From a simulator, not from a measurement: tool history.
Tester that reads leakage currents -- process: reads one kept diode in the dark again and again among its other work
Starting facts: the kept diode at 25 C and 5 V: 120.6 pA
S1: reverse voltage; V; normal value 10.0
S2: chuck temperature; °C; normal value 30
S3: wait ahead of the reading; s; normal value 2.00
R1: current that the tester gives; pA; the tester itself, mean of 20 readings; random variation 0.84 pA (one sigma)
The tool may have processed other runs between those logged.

| run | hour | S1 | S2 | S3 | R1 |
|---|---|---|---|---|---|
| 1 | 0.0 | 10.0 | 30 | 2.00 | 299.23 |
|  | 51.0 | probe card cleaned and baked |
| 2 | 116.6 | 14.5 | 30 | 2.00 | 343.68 |
| 3 | 239.4 | 10.0 | 30 | 5.08 | 279.72 |
| 4 | 347.1 | 10.0 | 30 | 5.08 | 279.72 |
| 5 | 453.5 | 10.0 | 30 | 5.08 | 281.97 |
| 6 | 517.8 | 10.0 | 30 | 5.08 | 283.60 |
| 7 | 601.2 | 10.0 | 21 | 2.00 | 127.67 |
| 8 | 705.6 | 10.0 | 30 | 0.40 | 294.23 |
| 9 | 806.5 | 10.0 | 30 | 0.40 | 293.30 |
| 10 | 912.4 | 10.0 | 30 | 0.35 | 295.64 |
| 11 | 982.3 | 10.0 | 30 | 0.35 | 296.83 |
| 12 | 1037.5 | 9.7 | 30 | 2.00 | 285.13 |
| 13 | 1161.9 | 9.7 | 30 | 2.00 | 284.68 |
| 14 | 1278.2 | 9.7 | 30 | 2.00 | 286.67 |
| 15 | 1372.9 | 9.7 | 30 | 2.00 | 287.09 |
| 16 | 1440.4 | 10.0 | 30 | 6.14 | 293.15 |
| 17 | 1501.9 | 10.0 | 30 | 0.50 | 301.10 |
| 18 | 1622.9 | 10.0 | 30 | 0.50 | 301.06 |
| 19 | 1703.0 | 10.0 | 30 | 0.50 | 302.05 |
| 20 | 1772.4 | 10.0 | 30 | 0.50 | 301.79 |
| 21 | 1869.3 | 16.2 | 30 | 2.00 | 394.10 |
| 22 | 1965.3 | 2.7 | 30 | 0.51 | 143.66 |
| 23 | 2057.6 | 2.7 | 46 | 0.73 | 537.20 |
| 24 | 2151.6 | 2.7 | 46 | 0.73 | 538.45 |
| 25 | 2207.1 | 10.0 | 26 | 5.09 | 212.66 |
| 26 | 2302.1 | 10.0 | 26 | 5.09 | 213.57 |
| 27 | 2392.5 | 17.0 | 35 | 2.68 | 627.05 |
| 28 | 2512.3 | 10.0 | 35 | 0.48 | 470.36 |
| 29 | 2608.3 | 10.0 | 30 | 0.95 | 306.98 |
| 30 | 2696.3 | 10.0 | 30 | 0.95 | 308.34 |
| 31 | 2814.0 | 1.5 | 49 | 1.04 | 491.46 |
| 32 | 2890.1 | 1.6 | 31 | 1.99 | 117.61 |
| 33 | 2978.6 | 1.6 | 31 | 1.99 | 119.17 |

The next listed run, before its measurement:
| 34 | 3070.0 | 4.6 | 30 | 0.54 | ? |

R1: 201.27 pA
Minus the tool's unlogged condition, the same run would have read R1 183.39 pA.

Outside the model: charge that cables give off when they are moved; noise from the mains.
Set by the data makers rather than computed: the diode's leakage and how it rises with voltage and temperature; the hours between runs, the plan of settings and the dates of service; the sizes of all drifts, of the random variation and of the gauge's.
